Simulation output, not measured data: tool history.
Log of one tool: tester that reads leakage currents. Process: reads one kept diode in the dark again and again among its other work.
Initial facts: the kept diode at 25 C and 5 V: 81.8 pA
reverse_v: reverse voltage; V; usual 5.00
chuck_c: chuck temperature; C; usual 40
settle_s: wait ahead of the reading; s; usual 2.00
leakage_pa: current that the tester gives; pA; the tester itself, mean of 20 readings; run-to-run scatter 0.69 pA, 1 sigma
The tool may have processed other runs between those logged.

Run 1, hour 0.0: usual settings. Result: leakage_pa 237.96 pA.
Run 2, hour 137.7: usual settings. Result: leakage_pa 241.22 pA.
At hour 221.6: tester calibrated.
Run 3, hour 361.9: usual settings. Result: leakage_pa 245.46 pA.
Run 4, hour 499.4: usual settings. Result: leakage_pa 246.88 pA.
Run 5, hour 704.5: usual settings. Result: leakage_pa 249.92 pA.
Run 6, hour 879.4: usual settings but reverse_v 1.92 V. Result: leakage_pa 164.65 pA.
Run 7, hour 1131.5: usual settings but reverse_v 1.92 V. Result: leakage_pa 167.49 pA.
Run 8, hour 1332.2: usual settings but reverse_v 1.92 V. Result: leakage_pa 169.18 pA.
Run 9, hour 1452.6: usual settings. Result: leakage_pa 263.72 pA.
Run 10, hour 1627.1: usual settings but chuck_c 25 C. Result: leakage_pa 98.25 pA.
At hour 1716.7: chuck's temperature calibrated.
Run 11, hour 1767.7: usual settings but chuck_c 24 C. Result: leakage_pa 80.64 pA.
Run 12, hour 1877.9: usual settings but chuck_c 24 C. Result: leakage_pa 81.07 pA.
Run 13, hour 2103.1: usual settings but reverse_v 8.27 V. Result: leakage_pa 306.24 pA.
Run 14, hour 2284.2: usual settings but reverse_v 16.28 V. Result: leakage_pa 421.56 pA.
Run 15, hour 2389.2: usual settings. Result: leakage_pa 247.52 pA.
Run 16, hour 2637.2: usual settings but settle_s 3.17 s. Result: leakage_pa 250.65 pA.
Run 17, hour 2782.8: usual settings but settle_s 3.17 s. Result: leakage_pa 253.65 pA.
Run 18, hour 2945.2: usual settings. Result: leakage_pa 257.40 pA.
Run 19, hour 3137.4: usual settings but reverse_v 1.28 V. Result: leakage_pa 141.56 pA.
Run 20, hour 3361.4: usual settings but reverse_v 1.95 V, settle_s 2.83 s. Result: leakage_pa 172.68 pA.
Run 21, hour 3543.0: usual settings but chuck_c 33 C. Result: leakage_pa 171.51 pA.
Run 22, hour 3659.2: usual settings but chuck_c 33 C. Result: leakage_pa 173.33 pA.
Run 23, hour 3787.9: usual settings but chuck_c 35 C. Result: leakage_pa 198.30 pA.
Run 24, hour 4002.6: usual settings but chuck_c 35 C. Result: leakage_pa 201.58 pA.
At hour 4062.0: chuck's temperature calibrated.
Run 25, hour 4186.3: usual settings but reverse_v 3.19 V, chuck_c 41 C, settle_s 6.02 s. Result: leakage_pa 208.64 pA.
Run 26, hour 4384.6: usual settings but chuck_c 27 C, settle_s 4.88 s. Result: leakage_pa 104.50 pA.
Run 27, hour 4578.1: usual settings but chuck_c 20 C, settle_s 0.63 s. Result: leakage_pa 68.24 pA.
At hour 4759.7: probe card cleaned and baked.
Run 28, hour 4820.9: usual settings but reverse_v 1.08 V, chuck_c 29 C, settle_s 0.53 s. Result: leakage_pa 59.64 pA.
Run 29, hour 4925.3: usual settings but reverse_v 1.16 V, chuck_c 33 C, settle_s 3.63 s. Result: leakage_pa 80.55 pA.
Run 30, hour 5056.0: usual settings but reverse_v 17.78 V, settle_s 0.96 s. Result: leakage_pa 440.30 pA.
Run 31, hour 5247.2: usual settings but reverse_v 17.78 V, settle_s 0.96 s. Result: leakage_pa 446.19 pA.
Run 32, hour 5397.0: usual settings but reverse_v 17.78 V, settle_s 0.96 s. Result: leakage_pa 448.59 pA.
At hour 5541.9: tester calibrated.
Run 33, hour 5625.9: usual settings but reverse_v 4.16 V, chuck_c 55 C, settle_s 0.50 s. Result: leakage_pa 593.41 pA.
Run 34, hour 5827.6: usual settings but reverse_v 1.64 V, chuck_c 22 C, settle_s 0.60 s. Result: leakage_pa 46.73 pA.
Run 35, hour 5952.4: usual settings but reverse_v 1.64 V, chuck_c 27 C, settle_s 6.73 s. Result: leakage_pa 66.34 pA.
Run 36, hour 6203.1: usual settings but reverse_v 1.64 V, chuck_c 27 C, settle_s 6.73 s. Result: leakage_pa 67.74 pA.
Run 37, hour 6319.9: usual settings but reverse_v 1.64 V, chuck_c 27 C, settle_s 6.73 s. Result: leakage_pa 67.97 pA.

What will run 38 give?
At hour 6407.6: chuck's temperature calibrated.
Run 38, hour 6524.9: usual settings but reverse_v 1.64 V, chuck_c 27 C, settle_s 6.73 s. Result: leakage_pa ?.

leakage_pa: 59.57 pA
On a tool with no hidden condition, and with the same random variation, this run would have come out at leakage_pa 57.88 pA.
